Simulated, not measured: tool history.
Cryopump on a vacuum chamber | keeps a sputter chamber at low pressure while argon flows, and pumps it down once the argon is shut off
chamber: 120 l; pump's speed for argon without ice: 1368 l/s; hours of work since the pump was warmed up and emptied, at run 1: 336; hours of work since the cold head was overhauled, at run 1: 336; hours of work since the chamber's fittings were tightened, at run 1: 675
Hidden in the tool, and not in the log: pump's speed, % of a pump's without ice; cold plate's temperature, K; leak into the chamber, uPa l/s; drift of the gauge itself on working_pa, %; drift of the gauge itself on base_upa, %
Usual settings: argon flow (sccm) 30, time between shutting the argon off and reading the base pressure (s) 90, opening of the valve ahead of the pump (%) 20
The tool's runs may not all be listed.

run,hour,argon flow (sccm),time between shutting the argon off and reading the base pressure (s),opening of the valve ahead of the pump (%),hours of work since the pump was warmed up and emptied,hours of work since the cold head was overhauled,hours of work since the chamber's fittings were tightened,pressure while argon flows (Pa),pressure after the wait (uPa)
1,0,30,90,20,336,336,675,0.1894,1.14
2,8.8,30,90,20,344,344,683,0.1894,1.08
3,18,30,90,30,352,352,690,0.1272,1.16
4,31.5,30,90,30,363,363,702,0.1268,1.17
5,40.1,30,90,20,371,371,709,0.1907,1.15
6,54.6,30,90,20,383,383,722,0.1902,1.16
7,64.9,30,90,20,392,392,730,0.1893,1.14
8,82.7,30,90,20,407,407,746,0.1898,1.25
9,92.8,30,90,20,415,415,754,0.19,1.18
10,103,30,90,20,424,424,763,0.1908,1.17
11,119.7,30,90,20,438,438,777,0.1885,1.21
12,135.2,30,90,20,452,452,790,0.1905,1.19
13,143.3,30,90,48,458,458,797,0.0828,1.14
14,151.8,48,90,20,466,466,804,0.3073,1.16
15,167.9,51,90,20,480,480,818,0.3215,1.23
16,181.4,51,90,20,491,491,830,0.3247,1.24
17,197.3,51,90,20,504,504,843,0.3234,1.2
18,212.9,51,90,20,518,518,856,0.3242,1.19
19,223,20,90,20,526,526,865,0.128,1.21
20,240.3,20,129,24,541,541,880,0.1069,1.04
21,257,30,90,27,555,555,894,0.143,1.17
22,265.8,55,83,27,563,563,902,0.265,1.28
23,275.5,19,229,36,571,571,910,0.0692,0.78
24,286.4,37,229,36,580,580,919,0.1364,0.82
25,300.8,47,160,20,593,593,931,0.301,0.89
26,316.7,59,160,20,606,606,945,0.3791,0.97
27,330.9,44,61,20,618,618,957,0.2818,1.62
28,349.2,44,61,20,634,634,973,0.283,1.66
29,363.6,41,90,20,646,646,985,0.2636,1.18
# hour 370.2: pump warmed up, emptied and cooled again
30,380.6,59,90,28,9,656,995,0.2625,1.21
31,390.8,59,90,28,18,665,1004,0.2626,1.14
32,407.4,59,90,37,32,679,1018,0.1992,1.17
33,419.3,59,90,37,42,689,1028,0.1989,1.19
34,434.3,59,90,37,55,702,1041,0.199,1.26
35,452.6,23,107,41,70,718,1056,0.07,1.1

How the hidden state differs across the entries between the runs, from the last listed run before each to the first after it:
Between runs 29 and 30: pump warmed up, emptied and cooled again (hour 370.2)
  pump's speed, % of a pump's without ice: 83.8 -> 99.5; leak into the chamber, uPa l/s: 620 -> 623
  measured less the result without the state, pressure while argon flows (Pa): +0.0101 -> +0.0007; pressure after the wait (uPa): +0.31 -> +0.24
